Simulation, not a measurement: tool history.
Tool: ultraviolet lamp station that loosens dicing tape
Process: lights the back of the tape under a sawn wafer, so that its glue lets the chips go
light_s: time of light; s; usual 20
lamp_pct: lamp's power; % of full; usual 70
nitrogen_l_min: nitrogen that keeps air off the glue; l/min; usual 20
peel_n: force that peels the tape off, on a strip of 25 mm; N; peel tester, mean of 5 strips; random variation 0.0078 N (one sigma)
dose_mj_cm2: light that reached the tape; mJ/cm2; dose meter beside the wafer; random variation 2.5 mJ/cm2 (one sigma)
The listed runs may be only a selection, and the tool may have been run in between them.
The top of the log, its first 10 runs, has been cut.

{"run": 11, "hour": 555.3, "light_s": 20, "lamp_pct": 87, "nitrogen_l_min": 20, "peel_n": 0.301, "dose_mj_cm2": 307}
{"run": 12, "hour": 597.4, "light_s": 20, "lamp_pct": 87, "nitrogen_l_min": 20, "peel_n": 0.304, "dose_mj_cm2": 305}
{"run": 13, "hour": 664.4, "light_s": 20, "lamp_pct": 87, "nitrogen_l_min": 20, "peel_n": 0.313, "dose_mj_cm2": 301}
{"run": 14, "hour": 714.5, "light_s": 20, "lamp_pct": 87, "nitrogen_l_min": 20, "peel_n": 0.319, "dose_mj_cm2": 290}
{"run": 15, "hour": 758.6, "light_s": 20, "lamp_pct": 70, "nitrogen_l_min": 20, "peel_n": 0.396, "dose_mj_cm2": 232}
{"run": 16, "hour": 823.7, "light_s": 20, "lamp_pct": 70, "nitrogen_l_min": 20, "peel_n": 0.433, "dose_mj_cm2": 222}
{"hour": 895.3, "done": "window cleaned of glue's vapour"}
{"run": 17, "hour": 895.3, "light_s": 20, "lamp_pct": 70, "nitrogen_l_min": 20, "peel_n": 0.366, "dose_mj_cm2": 260}
{"run": 18, "hour": 956.2, "light_s": 20, "lamp_pct": 62, "nitrogen_l_min": 20, "peel_n": 0.428, "dose_mj_cm2": 220}
{"run": 19, "hour": 1004.7, "light_s": 20, "lamp_pct": 62, "nitrogen_l_min": 20, "peel_n": 0.453, "dose_mj_cm2": 220}
{"run": 20, "hour": 1050.7, "light_s": 20, "lamp_pct": 70, "nitrogen_l_min": 20, "peel_n": 0.398, "dose_mj_cm2": 239}
{"run": 21, "hour": 1088.9, "light_s": 20, "lamp_pct": 71, "nitrogen_l_min": 14, "peel_n": 0.445, "dose_mj_cm2": 237}
{"run": 22, "hour": 1129.3, "light_s": 15, "lamp_pct": 70, "nitrogen_l_min": 14, "peel_n": 0.701, "dose_mj_cm2": 171}
{"run": 23, "hour": 1186.9, "light_s": 15, "lamp_pct": 70, "nitrogen_l_min": 14, "peel_n": 0.718, "dose_mj_cm2": 170}
{"run": 24, "hour": 1235.5, "light_s": 14, "lamp_pct": 90, "nitrogen_l_min": 32, "peel_n": 0.43, "dose_mj_cm2": 200}
{"run": 25, "hour": 1291.7, "light_s": 20, "lamp_pct": 70, "nitrogen_l_min": 27, "peel_n": 0.402, "dose_mj_cm2": 216}
{"run": 26, "hour": 1343.2, "light_s": 13, "lamp_pct": 98, "nitrogen_l_min": 9, "peel_n": 0.769, "dose_mj_cm2": 183}
{"run": 27, "hour": 1379.7, "light_s": 20, "lamp_pct": 70, "nitrogen_l_min": 38, "peel_n": 0.388, "dose_mj_cm2": 207}
{"run": 28, "hour": 1442.3, "light_s": 20, "lamp_pct": 70, "nitrogen_l_min": 38, "peel_n": 0.403, "dose_mj_cm2": 196}
{"hour": 1448.8, "done": "window cleaned of glue's vapour"}
{"run": 29, "hour": 1485.8, "light_s": 34, "lamp_pct": 85, "nitrogen_l_min": 8, "peel_n": 0.26, "dose_mj_cm2": 483}
{"run": 30, "hour": 1532.3, "light_s": 35, "lamp_pct": 70, "nitrogen_l_min": 20, "peel_n": 0.248, "dose_mj_cm2": 395}
{"run": 31, "hour": 1600.7, "light_s": 35, "lamp_pct": 70, "nitrogen_l_min": 20, "peel_n": 0.268, "dose_mj_cm2": 387}
{"run": 32, "hour": 1660.8, "light_s": 35, "lamp_pct": 70, "nitrogen_l_min": 20, "peel_n": 0.25, "dose_mj_cm2": 378}
{"run": 33, "hour": 1716.2, "light_s": 26, "lamp_pct": 94, "nitrogen_l_min": 13, "peel_n": 0.288, "dose_mj_cm2": 364}
{"run": 34, "hour": 1771.7, "light_s": 29, "lamp_pct": 73, "nitrogen_l_min": 20, "peel_n": 0.289, "dose_mj_cm2": 311}
{"run": 35, "hour": 1814.7, "light_s": 14, "lamp_pct": 70, "nitrogen_l_min": 20, "peel_n": 0.8, "dose_mj_cm2": 145}

Run 36 is up next; what results do you expect?
{"run": 36, "hour": 1882.8, "light_s": 14, "lamp_pct": 70, "nitrogen_l_min": 29, "peel_n": "?", "dose_mj_cm2": "?"}

peel_n: 0.773 N
dose_mj_cm2: 137 mJ/cm2
Had the tool carried no hidden state, the very same run would have given peel_n 0.408 N, dose_mj_cm2 218 mJ/cm2.
